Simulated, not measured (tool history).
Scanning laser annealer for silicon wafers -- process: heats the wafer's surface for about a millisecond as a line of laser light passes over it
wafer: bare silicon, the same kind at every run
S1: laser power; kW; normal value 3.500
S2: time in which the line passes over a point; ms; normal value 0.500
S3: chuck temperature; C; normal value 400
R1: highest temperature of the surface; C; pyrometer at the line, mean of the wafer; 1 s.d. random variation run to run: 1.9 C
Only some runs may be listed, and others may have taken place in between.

run 1 hour=0.0 | S1=3.500 S2=0.500 S3=400 | R1=1113
run 2 hour=49.4 | S1=3.500 S2=0.500 S3=424 | R1=1134
run 3 hour=118.0 | S1=3.500 S2=0.500 S3=424 | R1=1128
run 4 hour=200.3 | S1=3.500 S2=0.500 S3=424 | R1=1126
run 5 hour=240.9 | S1=3.500 S2=0.500 S3=375 | R1=1074
run 6 hour=309.7 | S1=3.738 S2=0.500 S3=400 | R1=1159
run 7 hour=378.3 | S1=3.738 S2=0.500 S3=400 | R1=1150
run 8 hour=423.1 | S1=3.500 S2=0.381 S3=400 | R1=999
run 9 hour=486.0 | S1=3.500 S2=0.381 S3=400 | R1=995
run 10 hour=563.0 | S1=3.500 S2=0.381 S3=400 | R1=991
run 11 hour=606.1 | S1=3.500 S2=0.381 S3=400 | R1=990
run 12 hour=671.3 | S1=3.500 S2=0.381 S3=400 | R1=989
run 13 hour=722.2 | S1=3.500 S2=0.381 S3=400 | R1=985
run 14 hour=805.0 | S1=3.500 S2=0.381 S3=400 | R1=980
run 15 hour=844.0 | S1=3.500 S2=0.381 S3=400 | R1=981
-- hour=917.1 window over the wafer cleaned
run 16 hour=917.8 | S1=3.500 S2=0.500 S3=400 | R1=1103
-- hour=972.8 optics aligned, line set to its width
run 17 hour=994.4 | S1=3.500 S2=0.500 S3=400 | R1=1114
run 18 hour=1069.9 | S1=3.500 S2=0.500 S3=400 | R1=1113
run 19 hour=1143.7 | S1=3.500 S2=0.500 S3=400 | R1=1109
run 20 hour=1193.0 | S1=3.500 S2=0.500 S3=400 | R1=1106
run 21 hour=1259.6 | S1=3.099 S2=0.512 S3=400 | R1=1011
run 22 hour=1316.7 | S1=3.727 S2=0.443 S3=400 | R1=1112

What does the tool deliver on the next run?
run 23 hour=1358.8 | S1=3.614 S2=0.427 S3=377 | R1=?

R1: 1044 C
Without the tool's hidden state the same run would have given R1 1076 C.
